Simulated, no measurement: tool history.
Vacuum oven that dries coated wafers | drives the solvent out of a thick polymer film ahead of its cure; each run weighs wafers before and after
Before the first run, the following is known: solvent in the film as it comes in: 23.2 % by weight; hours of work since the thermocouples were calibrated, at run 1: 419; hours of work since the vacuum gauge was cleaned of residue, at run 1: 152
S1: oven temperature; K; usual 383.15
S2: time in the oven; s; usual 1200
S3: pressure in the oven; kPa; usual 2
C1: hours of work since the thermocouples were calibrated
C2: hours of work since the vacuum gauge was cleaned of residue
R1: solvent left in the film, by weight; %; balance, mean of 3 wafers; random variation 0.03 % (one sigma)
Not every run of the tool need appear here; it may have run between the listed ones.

run,hour,S1,S2,S3,C1,C2,R1
1,0,383.15,1200,2,419,152,5.09
2,6.1,383.15,1200,2,423,157,5.21
3,20.2,383.15,1200,2,434,167,5.13
4,28.8,383.15,1200,1.9,440,174,5.03
5,35.3,383.15,1200,1.9,445,178,5.01
6,46.8,383.15,1200,2,453,187,5.14
7,52.9,383.15,1200,2,458,191,5.1
8,63.9,383.15,1200,2.38,466,199,5.5
9,73.1,383.15,1200,1.48,473,206,4.59
10,81,383.15,1200,1.48,478,212,4.55
11,90.8,383.15,840,2,486,219,7.09
12,103.6,388.15,1200,2,495,229,3.44
13,114,388.15,1200,2,503,236,3.4
14,125.8,388.15,1200,2,511,245,3.45
15,134.1,383.15,1200,2,518,251,5.1
16,141.5,383.15,1200,2,523,256,5.09
17,150.6,383.15,1200,2,530,263,5.09
18,164.7,383.15,1200,2,540,273,5.05
19,170.5,383.15,1200,2,544,278,5.05
20,180.2,383.15,1200,2,551,285,5.09
21,192.2,377.15,1200,2,560,294,7.69
22,204.9,377.15,1200,2,569,303,7.62
23,216.4,377.15,1200,2,578,311,7.63
24,225.2,377.15,1200,2,584,318,7.67
25,235.9,376.15,1200,1.68,592,326,7.67
26,246.8,382.15,1380,6.02,600,334,9.09
27,256.7,369.15,1080,2.87,607,341,13.01
28,270.9,369.15,1080,2.87,618,351,12.93
29,284.9,373.15,1200,3.19,628,362,10.73
30,296.1,373.15,1200,3.19,636,370,10.88
31,306.7,373.15,1200,3.19,644,378,10.84
32,321.1,375.15,1680,1.69,655,388,6.19
33,331.4,375.15,1680,1.69,662,396,6.2
34,345.5,375.15,1680,1.69,673,406,6.21
35,354.5,370.15,720,2,679,413,13.68
36,365.9,393.15,1020,2.68,688,421,3.14
37,374.2,393.15,1020,2.68,694,427,3.2
38,384.2,393.15,1020,4.79,701,435,4.92
39,396,393.15,1020,4.79,710,443,4.89
40,402,374.15,1920,5.54,714,448,11.07
41,408.6,384.15,1860,5.66,719,452,7.07
42,417.1,374.15,1860,6.22,725,459,12.16
43,430.5,395.15,1200,1.3,735,469,1.44
44,442.2,395.15,1200,1.3,744,477,1.47
45,450.6,386.15,900,1.3,750,483,4.63
46,464,386.15,900,1.3,760,493,4.66

Predict each of these 4 candidate next runs independently; none follows another, all start after run 46:
A,475.4,383.15,960,5.77,768,502,?
B,475.4,386.15,1080,1.34,768,502,?
C,475.4,371.15,720,1.37,768,502,?
D,475.4,373.15,660,1.69,768,502,?

run,R1
A,9.7
B,3.75
C,12.51
D,12.47
The same runs, with their run-to-run variation unchanged, on a tool lacking any hidden condition would have given:
run,R1
A,10.5
B,4.32
C,13.15
D,13.13

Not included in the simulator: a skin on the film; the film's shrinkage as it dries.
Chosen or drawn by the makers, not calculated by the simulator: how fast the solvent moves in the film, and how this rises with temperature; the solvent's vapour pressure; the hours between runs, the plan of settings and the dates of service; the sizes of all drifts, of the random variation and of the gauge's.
